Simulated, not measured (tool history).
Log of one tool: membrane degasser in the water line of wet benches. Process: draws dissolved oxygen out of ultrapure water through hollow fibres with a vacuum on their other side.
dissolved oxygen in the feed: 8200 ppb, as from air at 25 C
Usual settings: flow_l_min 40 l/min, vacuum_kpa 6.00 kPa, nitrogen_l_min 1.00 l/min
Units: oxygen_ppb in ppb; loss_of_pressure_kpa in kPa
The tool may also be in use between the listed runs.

run	hour	flow_l_min	vacuum_kpa	nitrogen_l_min	oxygen_ppb	loss_of_pressure_kpa
1	0.0	40	6.00	1.00	232.7	41.72
2	146.7	52	6.00	1.00	316.4	53.86
3	250.7	52	6.00	1.00	310.7	53.99
4	401.2	52	6.00	1.00	320.1	53.99
5	529.5	52	6.00	1.00	313.9	54.04
6	603.8	40	6.00	1.00	236.4	41.93
7	714.2	40	6.00	1.00	237.5	42.06
8	830.7	40	6.00	1.00	235.2	41.65
9	1008.7	40	6.00	1.00	235.2	41.59
10	1171.9	42	6.00	1.72	168.0	43.79
11	1324.1	40	6.00	0.45	402.6	41.55
12	1399.8	33	11.32	1.00	534.6	34.37
13	1490.4	28	14.14	1.00	623.8	29.20
14	1612.6	40	8.44	0.43	728.5	41.63
15	1737.4	63	3.99	0.87	200.8	66.11
16	1889.6	63	9.06	0.87	775.4	65.42
17	1969.1	63	9.06	0.87	784.4	65.86
18	2048.9	38	8.56	0.92	434.9	39.42

5 ways to go on from here, each from the tool as it stands after run 18. What would each give?
A	2202.2	35	5.73	0.57	?	?
B	2202.2	38	14.40	2.16	?	?
C	2202.2	51	6.71	0.85	?	?
D	2202.2	38	4.31	0.92	?	?
E	2202.2	50	3.73	2.95	?	?

run	oxygen_ppb	loss_of_pressure_kpa
A	276.4	36.71
B	434.1	39.39
C	421.8	52.88
D	100.9	39.48
E	62.4	52.13
Without the tool's hidden state the same runs would have given:
run	oxygen_ppb	loss_of_pressure_kpa
A	276.1	36.70
B	434.0	39.38
C	421.5	52.87
D	100.7	39.47
E	62.3	52.11

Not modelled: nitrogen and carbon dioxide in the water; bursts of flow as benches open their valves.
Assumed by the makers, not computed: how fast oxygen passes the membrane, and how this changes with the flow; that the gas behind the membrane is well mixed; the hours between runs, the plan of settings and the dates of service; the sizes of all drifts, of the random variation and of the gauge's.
